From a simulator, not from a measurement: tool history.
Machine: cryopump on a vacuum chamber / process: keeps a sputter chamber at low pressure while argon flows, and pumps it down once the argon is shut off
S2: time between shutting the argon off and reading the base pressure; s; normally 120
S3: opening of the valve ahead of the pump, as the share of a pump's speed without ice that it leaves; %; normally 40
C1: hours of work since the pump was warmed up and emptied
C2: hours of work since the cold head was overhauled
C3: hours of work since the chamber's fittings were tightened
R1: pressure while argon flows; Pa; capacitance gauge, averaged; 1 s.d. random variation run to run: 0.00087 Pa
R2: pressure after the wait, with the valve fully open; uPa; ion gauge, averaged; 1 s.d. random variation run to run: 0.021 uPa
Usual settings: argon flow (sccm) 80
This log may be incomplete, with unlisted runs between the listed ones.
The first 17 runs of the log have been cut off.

{"run": 18, "hour": 887.3, "argon flow (sccm)": 80, "S2": 120, "S3": 40, "C1": 633, "C2": 633, "C3": 1088, "R1": 0.1958, "R2": 0.8}
{"run": 19, "hour": 938.3, "argon flow (sccm)": 80, "S2": 120, "S3": 40, "C1": 663, "C2": 663, "C3": 1118, "R1": 0.1971, "R2": 0.91}
{"run": 20, "hour": 975.2, "argon flow (sccm)": 34, "S2": 95, "S3": 30, "C1": 685, "C2": 685, "C3": 1140, "R1": 0.1096, "R2": 0.97}
{"hour": 1010.5, "done": "pump warmed up, emptied and cooled again"}
{"run": 21, "hour": 1021.1, "argon flow (sccm)": 34, "S2": 95, "S3": 30, "C1": 6, "C2": 710, "C3": 1165, "R1": 0.1011, "R2": 0.83}
{"run": 22, "hour": 1069.6, "argon flow (sccm)": 34, "S2": 95, "S3": 30, "C1": 35, "C2": 739, "C3": 1194, "R1": 0.1007, "R2": 0.87}
{"run": 23, "hour": 1123.9, "argon flow (sccm)": 42, "S2": 200, "S3": 53, "C1": 68, "C2": 772, "C3": 1226, "R1": 0.072, "R2": 0.66}
{"run": 24, "hour": 1184.3, "argon flow (sccm)": 69, "S2": 78, "S3": 46, "C1": 104, "C2": 808, "C3": 1263, "R1": 0.1348, "R2": 0.98}
{"run": 25, "hour": 1230.1, "argon flow (sccm)": 69, "S2": 78, "S3": 46, "C1": 132, "C2": 835, "C3": 1290, "R1": 0.1371, "R2": 1.01}
{"run": 26, "hour": 1272.2, "argon flow (sccm)": 69, "S2": 52, "S3": 57, "C1": 157, "C2": 860, "C3": 1315, "R1": 0.1116, "R2": 1.27}
{"run": 27, "hour": 1334.9, "argon flow (sccm)": 80, "S2": 120, "S3": 56, "C1": 194, "C2": 898, "C3": 1353, "R1": 0.131, "R2": 0.85}
{"run": 28, "hour": 1400.1, "argon flow (sccm)": 80, "S2": 120, "S3": 56, "C1": 233, "C2": 937, "C3": 1392, "R1": 0.1325, "R2": 0.82}
{"run": 29, "hour": 1452.2, "argon flow (sccm)": 80, "S2": 120, "S3": 56, "C1": 265, "C2": 968, "C3": 1423, "R1": 0.1351, "R2": 0.87}
{"run": 30, "hour": 1516.7, "argon flow (sccm)": 85, "S2": 264, "S3": 44, "C1": 303, "C2": 1007, "C3": 1462, "R1": 0.1809, "R2": 0.68}
{"run": 31, "hour": 1572.2, "argon flow (sccm)": 80, "S2": 120, "S3": 36, "C1": 337, "C2": 1040, "C3": 1495, "R1": 0.2077, "R2": 0.9}
{"run": 32, "hour": 1629.0, "argon flow (sccm)": 80, "S2": 120, "S3": 36, "C1": 371, "C2": 1074, "C3": 1529, "R1": 0.2087, "R2": 0.88}
{"run": 33, "hour": 1683.3, "argon flow (sccm)": 80, "S2": 120, "S3": 36, "C1": 403, "C2": 1107, "C3": 1562, "R1": 0.2094, "R2": 0.92}
{"run": 34, "hour": 1715.7, "argon flow (sccm)": 47, "S2": 29, "S3": 20, "C1": 423, "C2": 1126, "C3": 1581, "R1": 0.2158, "R2": 1.98}

What if the next run were any one of these 4? Each begins from the tool's condition after run 34:
{"run": "A", "hour": 1781.1, "argon flow (sccm)": 80, "S2": 58, "S3": 15, "C1": 462, "C2": 1165, "C3": 1620, "R1": "?", "R2": "?"}
{"run": "B", "hour": 1781.1, "argon flow (sccm)": 47, "S2": 145, "S3": 56, "C1": 462, "C2": 1165, "C3": 1620, "R1": "?", "R2": "?"}
{"run": "C", "hour": 1781.1, "argon flow (sccm)": 39, "S2": 296, "S3": 40, "C1": 462, "C2": 1165, "C3": 1620, "R1": "?", "R2": "?"}
{"run": "D", "hour": 1781.1, "argon flow (sccm)": 149, "S2": 72, "S3": 30, "C1": 462, "C2": 1165, "C3": 1620, "R1": "?", "R2": "?"}

run=A R1=0.4870 R2=1.31
run=B R1=0.0825 R2=0.94
run=C R1=0.0935 R2=0.75
run=D R1=0.4672 R2=1.19
With no hidden state in the tool, these same runs would have given:
run=A R1=0.4723 R2=0.86
run=B R1=0.0739 R2=0.48
run=C R1=0.0864 R2=0.30
run=D R1=0.4399 R2=0.73
